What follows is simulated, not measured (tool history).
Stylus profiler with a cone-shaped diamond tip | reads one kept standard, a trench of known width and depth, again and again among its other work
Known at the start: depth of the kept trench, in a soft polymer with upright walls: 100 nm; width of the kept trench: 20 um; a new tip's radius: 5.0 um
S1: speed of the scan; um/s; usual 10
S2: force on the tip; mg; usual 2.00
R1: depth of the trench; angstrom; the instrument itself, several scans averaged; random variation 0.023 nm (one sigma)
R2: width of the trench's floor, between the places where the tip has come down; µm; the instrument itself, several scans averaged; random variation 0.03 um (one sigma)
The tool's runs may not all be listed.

run,hour,S1,S2,R1,R2
1,0.0,10,2.00,1011.8,17.54
2,56.2,10,2.00,1011.9,17.53
3,138.4,10,2.00,1011.9,17.44
4,210.6,10,2.00,1012.3,17.41
5,275.4,10,2.00,1011.6,17.41
6,337.9,10,1.05,1008.3,17.37
7,448.9,10,2.26,1013.0,17.31
8,505.3,11,2.00,1012.4,17.37
9,608.8,10,1.24,1009.5,17.21
10,675.4,10,1.24,1009.7,17.19
11,788.7,10,1.24,1009.7,17.18
12,878.6,10,2.00,1012.6,17.14
13,940.7,10,2.00,1012.5,17.04
14,1026.4,7,1.07,1008.8,17.04
# hour 1146.1: height scale calibrated on a step standard
15,1147.8,3,1.65,1012.7,16.99
16,1211.6,6,3.63,1019.5,16.97
17,1315.0,2,2.74,1016.9,16.86
18,1368.6,2,2.74,1017.1,16.98
19,1452.2,15,0.82,1009.6,16.80
20,1517.0,15,0.82,1010.0,16.81
21,1618.1,10,5.86,1026.5,16.82
22,1748.9,9,1.53,1012.5,16.72
# hour 1803.7: height scale calibrated on a step standard, once more
23,1824.4,16,0.77,1005.6,16.67
24,1889.5,3,0.97,1007.1,16.71
25,1972.4,3,0.97,1006.9,16.72
26,2053.8,3,0.97,1007.0,16.65

Forecast each of these 5 alternatives for the next run:
A,2136.5,3,0.67,?,?
B,2136.5,5,2.00,?,?
C,2136.5,34,1.88,?,?
D,2136.5,3,0.79,?,?
E,2136.5,15,1.39,?,?

run,R1,R2
A,1005.4,16.63
B,1011.5,16.63
C,1010.7,16.50
D,1006.2,16.59
E,1008.4,16.58
Without the tool's hidden state the same runs would have given:
run,R1,R2
A,1005.3,18.05
B,1011.5,18.04
C,1010.7,17.91
D,1006.2,18.00
E,1008.3,18.00

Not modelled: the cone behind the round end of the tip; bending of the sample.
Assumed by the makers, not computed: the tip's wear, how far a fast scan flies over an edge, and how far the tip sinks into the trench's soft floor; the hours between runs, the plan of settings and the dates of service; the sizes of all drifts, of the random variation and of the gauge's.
